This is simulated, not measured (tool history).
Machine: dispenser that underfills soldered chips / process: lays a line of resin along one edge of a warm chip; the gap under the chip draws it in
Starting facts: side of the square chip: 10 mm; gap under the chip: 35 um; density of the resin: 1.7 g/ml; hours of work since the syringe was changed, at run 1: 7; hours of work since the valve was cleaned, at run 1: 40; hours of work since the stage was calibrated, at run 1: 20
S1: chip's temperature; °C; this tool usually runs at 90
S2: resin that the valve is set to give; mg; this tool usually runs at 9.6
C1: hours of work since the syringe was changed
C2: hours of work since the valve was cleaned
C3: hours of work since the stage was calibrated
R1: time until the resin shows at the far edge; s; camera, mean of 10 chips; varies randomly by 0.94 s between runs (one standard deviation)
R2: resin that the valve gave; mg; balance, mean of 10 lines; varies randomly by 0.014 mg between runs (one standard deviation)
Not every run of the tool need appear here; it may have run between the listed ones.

run,hour,S1,S2,C1,C2,C3,R1,R2
1,0,90,9.6,7,40,20,154.8,9.49
2,3.9,90,9.6,10,43,23,204.1,9.47
# hour 6.9: new syringe of resin
3,8,90,9.6,1,46,25,97.1,9.5
4,11.3,100,9.6,3,49,28,75.9,9.47
5,15.2,90,8.63,6,52,31,150.6,8.47
6,21.6,90,9.39,11,57,36,222.1,9.25
# hour 22.9: new syringe of resin
7,27.9,90,9.39,4,61,40,126.9,9.25
8,33,90,10.15,8,65,44,169.6,9.98
# hour 38.7: new syringe of resin
9,38.7,90,10.15,0,69,48,92.7,9.96
10,44.5,90,10.15,4,73,52,131.7,9.95
11,49.1,90,10.15,8,77,56,173.8,9.91
12,51.9,90,10.15,10,79,58,208.2,9.94
# hour 54.5: new syringe of resin
13,58.8,75,9.6,3,84,63,240.4,9.37
# hour 61.1: dispensing valve cleaned and set on the balance
14,63.7,90,9.6,6,2,66,148.6,9.62
15,66.5,83,9.6,8,4,68,250.1,9.61
# hour 71.2: new syringe of resin
16,72.6,83,9.6,1,8,72,135.8,9.6
17,78.8,83,9.6,6,13,77,196.7,9.59
18,81.8,83,9.6,8,15,79,236.7,9.59
# hour 87: new syringe of resin
19,88.9,83,8.77,1,20,84,142.3,8.75
20,93.7,98,10.06,5,24,88,95.3,10.01
21,100.5,87,12.29,10,29,93,230.5,12.21
# hour 102.6: new syringe of resin
22,106.7,87,12.29,3,34,98,131.4,12.2
23,110.9,80,12.25,6,37,101,236.2,12.14
24,117.1,88,10.11,11,41,105,239,9.97
# hour 118.6: new syringe of resin
25,122.3,90,11.02,3,45,109,113.5,10.89
26,127.5,90,11.02,7,49,113,151.3,10.88
27,132.4,103,10.95,10,53,117,117.4,10.81
# hour 134.3: new syringe of resin
28,138.1,91,9.86,3,57,121,106.8,9.74
29,142.2,91,9.86,6,60,124,140.8,9.71
30,148.6,101,8.4,11,65,129,136.2,8.24
# hour 150: new syringe of resin
31,153.2,90,10.05,2,68,132,108.6,9.88
32,159.9,82,8.28,7,73,137,245.1,8.14
33,163.3,85,9.42,10,75,139,262.2,9.26
# hour 165.7: new syringe of resin
34,167.3,85,9.42,1,78,142,127.7,9.24
35,172.8,82,12.5,5,82,146,207.6,12.23

What if the next run were any one of these 5? Each begins from the tool's condition after run 35:
# hour 177: dispensing valve cleaned and set on the balance
A,177,87,12.5,8,0,149,?,?
# hour 177: dispensing valve cleaned and set on the balance
B,177,97,12.5,8,0,149,?,?
# hour 177: dispensing valve cleaned and set on the balance
C,177,88,10.7,8,0,149,?,?
# hour 177: dispensing valve cleaned and set on the balance
D,177,102,11.45,8,0,149,?,?
# hour 177: dispensing valve cleaned and set on the balance
E,177,99,9.08,8,0,149,?,?

run,R1,R2
A,191.7,12.47
B,125,12.5
C,186,10.68
D,100.7,11.43
E,116.9,9.07
With the hidden condition removed and each run's random variation left untouched, the same runs would have given:
run,R1,R2
A,98,12.48
B,64.3,12.51
C,95,10.7
D,51.7,11.45
E,59.9,9.08
